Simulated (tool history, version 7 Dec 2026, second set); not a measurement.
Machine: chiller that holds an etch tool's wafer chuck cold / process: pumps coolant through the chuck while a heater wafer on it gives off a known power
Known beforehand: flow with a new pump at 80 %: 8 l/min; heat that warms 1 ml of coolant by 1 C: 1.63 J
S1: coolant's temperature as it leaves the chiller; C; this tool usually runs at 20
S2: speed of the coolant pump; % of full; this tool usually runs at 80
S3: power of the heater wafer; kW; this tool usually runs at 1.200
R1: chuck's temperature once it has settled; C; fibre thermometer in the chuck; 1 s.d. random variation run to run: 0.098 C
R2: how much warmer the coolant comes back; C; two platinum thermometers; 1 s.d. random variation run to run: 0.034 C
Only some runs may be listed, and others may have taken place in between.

Run 1, hour 0.0: usual settings. Result: R1 28.97 C, R2 5.50 C.
Run 2, hour 26.1: usual settings but S3 1.656 kW. Result: R1 32.54 C, R2 7.58 C.
Run 3, hour 50.1: usual settings but S3 1.656 kW. Result: R1 32.38 C, R2 7.55 C.
Run 4, hour 69.4: usual settings but S3 1.656 kW. Result: R1 32.33 C, R2 7.66 C.
Run 5, hour 93.4: usual settings but S1 30 C. Result: R1 38.96 C, R2 5.50 C.
Run 6, hour 121.4: usual settings but S1 30 C. Result: R1 38.84 C, R2 5.49 C.
Run 7, hour 148.0: usual settings but S1 30 C. Result: R1 38.93 C, R2 5.53 C.
Run 8, hour 165.6: usual settings but S1 30 C. Result: R1 39.16 C, R2 5.47 C.
Run 9, hour 195.3: usual settings but S1 30 C. Result: R1 39.17 C, R2 5.51 C.
At hour 216.2: chiller's thermometer calibrated.
Run 10, hour 227.4: usual settings but S1 30 C. Result: R1 39.23 C, R2 5.60 C.
Run 11, hour 244.9: usual settings but S1 30 C. Result: R1 39.11 C, R2 5.45 C.
Run 12, hour 263.2: usual settings but S1 30 C. Result: R1 39.19 C, R2 5.49 C.
Run 13, hour 297.0: usual settings but S2 85 % of full. Result: R1 28.87 C, R2 5.20 C.
Run 14, hour 335.4: usual settings. Result: R1 29.37 C, R2 5.48 C.
Run 15, hour 359.0: usual settings but S2 89 % of full. Result: R1 28.50 C, R2 4.95 C.
Run 16, hour 376.5: usual settings but S2 89 % of full. Result: R1 28.49 C, R2 4.89 C.
Run 17, hour 403.2: usual settings but S2 99 % of full, S3 0.822 kW. Result: R1 25.60 C, R2 3.02 C.
Run 18, hour 431.3: usual settings but S1 11 C, S3 0.808 kW. Result: R1 17.30 C, R2 3.68 C.
Run 19, hour 453.5: usual settings but S1 11 C, S3 0.808 kW. Result: R1 17.38 C, R2 3.73 C.
Run 20, hour 490.1: usual settings but S1 16 C. Result: R1 25.45 C, R2 5.55 C.
Run 21, hour 523.3: usual settings but S1 15 C, S2 99 % of full, S3 0.881 kW. Result: R1 21.08 C, R2 3.34 C.
Run 22, hour 543.7: usual settings but S1 12 C, S2 78 % of full, S3 0.765 kW. Result: R1 18.48 C, R2 3.59 C.
At hour 569.9: gauge calibrated.
Run 23, hour 575.9: usual settings but S1 25 C, S2 77 % of full, S3 0.635 kW. Result: R1 29.91 C, R2 3.01 C.
Run 24, hour 593.2: usual settings but S1 12 C, S2 62 % of full, S3 1.618 kW. Result: R1 26.64 C, R2 9.54 C.
Run 25, hour 629.1: usual settings but S1 12 C, S2 62 % of full, S3 1.618 kW. Result: R1 26.84 C, R2 9.45 C.
Run 26, hour 668.0: usual settings but S1 15 C, S2 81 % of full. Result: R1 23.83 C, R2 5.41 C.
Run 27, hour 687.5: usual settings but S1 24 C, S2 63 % of full, S3 0.686 kW. Result: R1 30.33 C, R2 4.00 C.
Run 28, hour 716.6: usual settings but S1 10 C, S2 73 % of full. Result: R1 19.64 C, R2 5.94 C.
Run 29, hour 737.6: usual settings but S1 10 C, S2 73 % of full. Result: R1 19.72 C, R2 6.03 C.
Run 30, hour 778.0: usual settings but S1 29 C, S2 69 % of full, S3 0.688 kW. Result: R1 34.84 C, R2 3.66 C.
Run 31, hour 812.8: usual settings but S1 11 C, S2 87 % of full. Result: R1 19.58 C, R2 5.10 C.
Run 32, hour 846.6: usual settings but S1 13 C, S2 67 % of full, S3 1.220 kW. Result: R1 23.58 C, R2 6.66 C.

Each run again, without the hidden state but with its own random variation kept:
Hidden conditions of the tool in this case: heat passed by the chuck's channels, % of clean ones'; flow at a given pump speed, % of a new pump's; coolant's true temperature over the reading, C; drift of the gauge itself on chuck_c, C; drift of the gauge itself on warmer_back_c, C.
run     R1
  1  28.96
  2  32.51
  3  32.32
  4  32.26
  5  38.86
  6  38.72
  7  38.79
  8  39.01
  9  38.99
 10  39.03
 11  38.90
 12  38.96
 13  28.61
 14  29.07
 15  28.18
 16  28.16
 17  25.25
 18  16.92
 19  16.98
 20  25.02
 21  20.62
 22  18.00
 23  29.90
 24  26.61
 25  26.78
 26  23.74
 27  30.22
 28  19.51
 29  19.56
 30  34.65
 31  19.36
 32  23.33
R2: differs from the measured result by no more than 0.01 C in any run.
